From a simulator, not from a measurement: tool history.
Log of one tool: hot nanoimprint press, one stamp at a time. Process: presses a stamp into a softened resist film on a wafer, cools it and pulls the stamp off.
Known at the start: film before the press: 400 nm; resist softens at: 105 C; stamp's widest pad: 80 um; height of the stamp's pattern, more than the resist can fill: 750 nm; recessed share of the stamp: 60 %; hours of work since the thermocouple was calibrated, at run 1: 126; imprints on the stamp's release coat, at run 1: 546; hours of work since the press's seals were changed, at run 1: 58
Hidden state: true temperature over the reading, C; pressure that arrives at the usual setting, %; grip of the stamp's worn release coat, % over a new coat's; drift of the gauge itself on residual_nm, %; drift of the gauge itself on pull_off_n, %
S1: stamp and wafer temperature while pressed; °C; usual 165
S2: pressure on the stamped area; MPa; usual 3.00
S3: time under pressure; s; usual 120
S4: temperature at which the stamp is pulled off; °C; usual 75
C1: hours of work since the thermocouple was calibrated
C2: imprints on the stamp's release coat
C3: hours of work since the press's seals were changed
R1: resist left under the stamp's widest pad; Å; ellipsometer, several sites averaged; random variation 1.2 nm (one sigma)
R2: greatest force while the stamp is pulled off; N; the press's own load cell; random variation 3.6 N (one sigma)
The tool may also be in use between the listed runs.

run   hour   S1    S2   S3  S4   C1   C2   C3    R1   R2
  1    0.0  165  3.00  120  75  126  546   58  1836  202
  2    8.0  165  3.00  120  75  131  570   62  1826  205
  3   12.9  165  3.00  120  75  134  584   65  1830  207
  4   21.3  165  3.00  120  75  138  609   70  1843  198
  5   31.0  165  3.00  120  75  144  637   75  1848  206
      41.6  -- stamp cleaned and given a new release coat
  6   43.9  165  3.00  120  75  148    7   79  1816  179
  7   49.1  165  3.00  120  75  151   22   82  1844  174
  8   53.3  165  3.00  120  66  153   35   84  1854  210
  9   60.6  165  3.00  120  75  157   56   88  1854  173
 10   70.3  170  3.00  120  75  162   84   94  1519  180
 11   80.4  170  3.00  120  75  168  114  100  1502  179
      84.0  -- plate thermocouple calibrated
 12   89.2  170  3.00  120  75    3  131  103  1524  185
 13   93.3  165  3.00  120  75    5  143  105  1880  188
 14  102.8  165  3.00  120  75   10  171  110  1888  187
 15  108.7  165  3.00  120  66   14  188  114  1899  225
     117.5  -- plate thermocouple calibrated, once more
 16  121.8  168  3.00  120  63    2  217  119  1573  220
 17  130.3  168  3.00  120  63    7  242  124  1589  230
 18  134.7  165  3.90  110  75   10  255  127  1589  188
 19  143.0  162  3.90  113  75   14  279  131  1794  190
 20  152.9  162  3.90  125  70   20  308  137  1733  203
 21  159.0  162  3.90  125  70   23  326  140  1738  205
 22  165.1  162  4.15  125  70   27  344  143  1660  210
 23  174.5  165  2.28  198  74   32  371  149  1748  194
 24  180.4  165  3.00   63  81   35  389  152  2200  170
 25  190.6  161  3.24  101  77   41  418  158  2135  185
 26  195.7  164  3.24  101  60   44  433  161  1903  255
 27  200.6  155  3.00  155  82   46  448  163  2452  166
 28  208.0  155  3.00  155  82   51  469  167  2450  166
 29  214.6  165  3.68  119  75   54  489  171  1623  188

3 ways to go on from here, each from the tool as it stands after run 29. What would each give?
  A  224.6  165  4.66  120  79  60  518  177   ?   ?
  B  224.6  169  3.78  184  75  60  518  177   ?   ?
  C  224.6  165  3.00  120  73  60  518  177   ?   ?

run    R1   R2
  A  1408  180
  B  1148  200
  C  1828  199
Without the tool's hidden state the same runs would have given:
run    R1   R2
  A  1381  161
  B  1130  179
  C  1806  178

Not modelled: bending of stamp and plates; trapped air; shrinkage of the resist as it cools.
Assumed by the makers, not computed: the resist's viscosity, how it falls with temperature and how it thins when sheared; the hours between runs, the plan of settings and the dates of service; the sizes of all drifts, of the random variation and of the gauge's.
